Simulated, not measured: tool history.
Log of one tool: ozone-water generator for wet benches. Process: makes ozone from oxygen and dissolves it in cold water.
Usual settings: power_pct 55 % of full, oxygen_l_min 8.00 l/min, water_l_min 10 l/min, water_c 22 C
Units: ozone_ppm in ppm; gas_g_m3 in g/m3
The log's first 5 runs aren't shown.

run,hour,power_pct,oxygen_l_min,water_l_min,water_c,ozone_ppm,gas_g_m3
6,281.0,55,6.88,10,22,33.9,210.1
7,345.8,55,6.88,10,22,33.4,212.8
8,436.9,55,6.88,10,22,33.1,211.3
9,507.0,55,8.00,10,22,32.1,197.6
10,560.0,55,8.00,15,22,26.6,198.2
11,615.3,55,8.00,10,22,32.2,199.9
12,713.2,55,8.00,10,22,32.7,197.8
13,781.6,55,8.00,10,23,31.3,199.2
14,856.6,55,8.00,10,23,31.0,197.1
15,927.5,55,10.58,10,23,29.7,175.2
16,1028.4,55,10.58,10,23,29.4,176.1
17,1095.7,63,4.84,14,22,29.0,257.1
18,1167.9,63,4.84,14,22,28.8,255.6
# hour 1178.5: contactor cleaned
19,1263.6,63,4.84,14,22,27.5,257.2
20,1338.4,85,4.84,13,22,34.1,292.6
21,1427.9,85,4.84,13,22,33.6,293.0
# hour 1449.3: contactor cleaned, once more
22,1490.9,85,4.84,13,22,36.4,291.5
23,1589.7,79,4.84,13,22,34.8,279.6

Forecast run 24:
24,1647.7,79,4.84,13,22,?,?

ozone_ppm: 34.9 ppm
gas_g_m3: 279.7 g/m3
Without the tool's hidden state the same run would have given ozone_ppm 40.5 ppm, gas_g_m3 320.2 g/m3.
